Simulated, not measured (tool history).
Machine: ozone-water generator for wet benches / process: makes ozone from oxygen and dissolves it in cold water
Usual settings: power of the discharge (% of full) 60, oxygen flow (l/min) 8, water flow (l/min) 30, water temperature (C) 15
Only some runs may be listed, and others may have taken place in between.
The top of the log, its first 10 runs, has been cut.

run,hour,power of the discharge (% of full),oxygen flow (l/min),water flow (l/min),water temperature (C),dissolved ozone (ppm),ozone in the gas ahead of the water (g/m3)
11,371.3,60,8,18,15,24.5,136.3
12,406.2,60,8,33,15,15.5,137.8
13,438.9,60,8,30,15,17,136.9
14,461.5,60,8,30,15,16.8,136
15,486.1,91,8,30,15,24,195.9
16,526.8,41,8,30,15,12.2,97.7
17,548.1,41,8,30,15,12.2,99.2
18,575.4,42,7.33,23,15,15,103.3
19,600.5,46,7.33,22,15,16.9,112.1
20,628.5,46,7.33,22,15,16.7,112.5
21,676.5,46,7.33,22,15,16.9,112.8
22,727.4,60,4.59,30,10,14.8,164.5
23,773.2,99,4.59,30,8,23.2,250.9
24,818.4,87,4.59,30,15,19.5,225.7
25,860,61,5.88,30,7,17.1,153.7
26,901.9,47,5.24,19,12,18.4,127.1
27,947.5,60,8,41,13,12.7,135
28,980.7,65,7.63,27,7,21.5,147.8
29,1016.8,65,7.63,19,7,28.2,148.6
30,1054.4,53,6.65,19,7,23.3,130.5
31,1097.3,53,6.65,19,7,23.2,130.2
# hour 1115.7: contactor cleaned
32,1126.6,64,6.65,31,11,17.4,151.4
33,1175.3,71,5.45,21,13,24.5,179.3
34,1217,60,9.3,20,8,26.8,129.1

Alternative continuations, all from the tool just after run 34; predict every row:
A,1254.5,60,4.49,37,9,?,?
B,1254.5,67,9.3,20,8,?,?
C,1254.5,92,4.02,38,15,?,?

run,dissolved ozone (ppm),ozone in the gas ahead of the water (g/m3)
A,12.2,165.7
B,28.6,140.3
C,15.4,245.3
Stripped of hidden state, with their random variation kept, the same runs would have yielded:
run,dissolved ozone (ppm),ozone in the gas ahead of the water (g/m3)
A,12.5,169.6
B,29.6,144
C,16,253.7
